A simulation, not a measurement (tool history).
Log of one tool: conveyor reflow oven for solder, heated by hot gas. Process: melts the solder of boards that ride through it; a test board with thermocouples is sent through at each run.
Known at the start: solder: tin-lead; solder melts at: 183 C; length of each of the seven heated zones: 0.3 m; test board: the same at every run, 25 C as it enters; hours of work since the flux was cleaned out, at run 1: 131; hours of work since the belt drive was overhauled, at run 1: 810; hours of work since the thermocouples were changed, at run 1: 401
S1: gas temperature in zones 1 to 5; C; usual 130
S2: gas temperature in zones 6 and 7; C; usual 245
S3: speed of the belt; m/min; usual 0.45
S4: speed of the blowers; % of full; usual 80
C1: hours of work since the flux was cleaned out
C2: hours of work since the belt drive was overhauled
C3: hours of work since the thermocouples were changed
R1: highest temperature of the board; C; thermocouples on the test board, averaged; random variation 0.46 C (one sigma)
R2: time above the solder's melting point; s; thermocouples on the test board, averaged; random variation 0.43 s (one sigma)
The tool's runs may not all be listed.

{"run": 1, "day": 0.0, "S1": 130, "S2": 245, "S3": 0.45, "S4": 80, "C1": 131, "C2": 810, "C3": 401, "R1": 230.2, "R2": 67.8}
{"run": 2, "day": 1.371, "S1": 130, "S2": 245, "S3": 0.45, "S4": 80, "C1": 147, "C2": 825, "C3": 416, "R1": 231.4, "R2": 68.2}
{"run": 3, "day": 2.912, "S1": 130, "S2": 245, "S3": 0.45, "S4": 80, "C1": 165, "C2": 843, "C3": 434, "R1": 229.9, "R2": 67.4}
{"run": 4, "day": 4.371, "S1": 130, "S2": 245, "S3": 0.45, "S4": 80, "C1": 181, "C2": 860, "C3": 451, "R1": 230.2, "R2": 67.7}
{"run": 5, "day": 5.554, "S1": 130, "S2": 245, "S3": 0.45, "S4": 80, "C1": 195, "C2": 873, "C3": 464, "R1": 230.9, "R2": 68.2}
{"day": 6.288, "done": "belt drive overhauled, speed set with a stopwatch"}
{"run": 6, "day": 6.85, "S1": 130, "S2": 245, "S3": 0.45, "S4": 80, "C1": 208, "C2": 6, "C3": 477, "R1": 230.5, "R2": 69.3}
{"run": 7, "day": 7.783, "S1": 130, "S2": 245, "S3": 0.454, "S4": 80, "C1": 219, "C2": 17, "C3": 488, "R1": 230.5, "R2": 68.3}
{"run": 8, "day": 8.667, "S1": 130, "S2": 245, "S3": 0.45, "S4": 85, "C1": 229, "C2": 27, "C3": 498, "R1": 231.5, "R2": 69.9}
{"run": 9, "day": 9.912, "S1": 130, "S2": 245, "S3": 0.373, "S4": 57, "C1": 243, "C2": 42, "C3": 512, "R1": 232.4, "R2": 85.1}
{"run": 10, "day": 11.054, "S1": 118, "S2": 237, "S3": 0.419, "S4": 66, "C1": 256, "C2": 55, "C3": 525, "R1": 221.5, "R2": 63.1}
{"day": 11.562, "done": "flux residue cleaned out of gas plates and filters"}
{"run": 11, "day": 12.288, "S1": 118, "S2": 251, "S3": 0.419, "S4": 66, "C1": 8, "C2": 66, "C3": 537, "R1": 234.8, "R2": 73.3}

Measured less the same run without the tool's hidden state. The same run-to-run variation is in both; the gauge's scatter may not be:
The hidden state here: heat that the gas passes to the board, % of a clean oven's; belt's true speed, % of the reading; true gas temperature in zones 6 and 7 over the reading, C; drift of the gauge itself on peak_c, C; drift of the gauge itself on liquid_s, %.
run=1 R1=+0.9 R2=+2
run=2 R1=+0.8 R2=+2.1
run=3 R1=+0.7 R2=+2
run=4 R1=+0.8 R2=+2
run=5 R1=+0.7 R2=+2
run=6 R1=+0.8 R2=+2.5
run=7 R1=+0.8 R2=+2.5
run=8 R1=+0.7 R2=+2.5
run=9 R1=+1.1 R2=+3.4
run=10 R1=+0.8 R2=+2.4
run=11 R1=+2.6 R2=+4

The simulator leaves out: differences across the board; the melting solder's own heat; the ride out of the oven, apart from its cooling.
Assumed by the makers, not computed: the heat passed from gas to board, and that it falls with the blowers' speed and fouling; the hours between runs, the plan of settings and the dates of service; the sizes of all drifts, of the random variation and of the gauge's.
